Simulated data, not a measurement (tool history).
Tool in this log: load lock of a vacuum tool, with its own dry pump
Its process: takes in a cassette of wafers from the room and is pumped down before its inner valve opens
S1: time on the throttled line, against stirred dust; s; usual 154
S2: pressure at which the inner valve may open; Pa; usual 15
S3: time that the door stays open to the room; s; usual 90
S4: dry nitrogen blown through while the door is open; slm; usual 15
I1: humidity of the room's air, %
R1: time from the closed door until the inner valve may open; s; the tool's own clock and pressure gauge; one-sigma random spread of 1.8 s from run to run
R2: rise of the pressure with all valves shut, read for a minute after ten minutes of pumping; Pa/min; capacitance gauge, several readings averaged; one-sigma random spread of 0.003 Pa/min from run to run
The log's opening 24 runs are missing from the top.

run 25 day=326.104 | S1=268 S2=18 S3=129 S4=12 | I1=46.4 | R1=391 R2=0.616
-- day=338.633 door's seal changed, seat wiped
run 26 day=344.733 | S1=268 S2=18 S3=129 S4=12 | I1=43.9 | R1=395.1 R2=0.037
run 27 day=358.092 | S1=89 S2=13 S3=78 S4=12 | I1=46.7 | R1=268.8 R2=0.034
run 28 day=372.342 | S1=181 S2=13 S3=78 S4=5 | I1=49 | R1=338.8 R2=0.039
run 29 day=388.388 | S1=181 S2=13 S3=78 S4=5 | I1=47.8 | R1=340.2 R2=0.05
run 30 day=398.367 | S1=181 S2=13 S3=78 S4=5 | I1=42 | R1=340.7 R2=0.054
run 31 day=409.979 | S1=181 S2=13 S3=78 S4=5 | I1=48 | R1=338.6 R2=0.06
run 32 day=426.85 | S1=154 S2=15 S3=156 S4=15 | I1=45.4 | R1=314.1 R2=0.083
run 33 day=441.183 | S1=154 S2=21 S3=83 S4=15 | I1=46.4 | R1=309 R2=0.071
-- day=442.917 dry pump taken out, an overhauled one fitted
run 34 day=457.079 | S1=154 S2=21 S3=83 S4=15 | I1=43.5 | R1=292.3 R2=0.083
run 35 day=468.071 | S1=154 S2=21 S3=83 S4=15 | I1=42 | R1=291.3 R2=0.094
run 36 day=478.95 | S1=154 S2=21 S3=83 S4=15 | I1=46.7 | R1=292.7 R2=0.102
run 37 day=493.35 | S1=304 S2=11 S3=90 S4=11 | I1=42.9 | R1=423.2 R2=0.114
run 38 day=508.583 | S1=304 S2=11 S3=90 S4=11 | I1=44.4 | R1=423.5 R2=0.135

3 ways to go on from here, each from the tool as it stands after run 38. What would each give?
run A day=524.288 | S1=154 S2=15 S3=132 S4=15 | I1=45.9 | R1=? R2=?
run B day=524.288 | S1=154 S2=15 S3=90 S4=31 | I1=43.6 | R1=? R2=?
run C day=524.288 | S1=305 S2=15 S3=33 S4=9 | I1=42.2 | R1=? R2=?

run=A R1=300.6 R2=0.148
run=B R1=300.4 R2=0.139
run=C R1=415.5 R2=0.136
Without the tool's unlogged condition, the same runs would have read:
run=A R1=298.7 R2=0.032
run=B R1=298.5 R2=0.021
run=C R1=414.1 R2=0.021
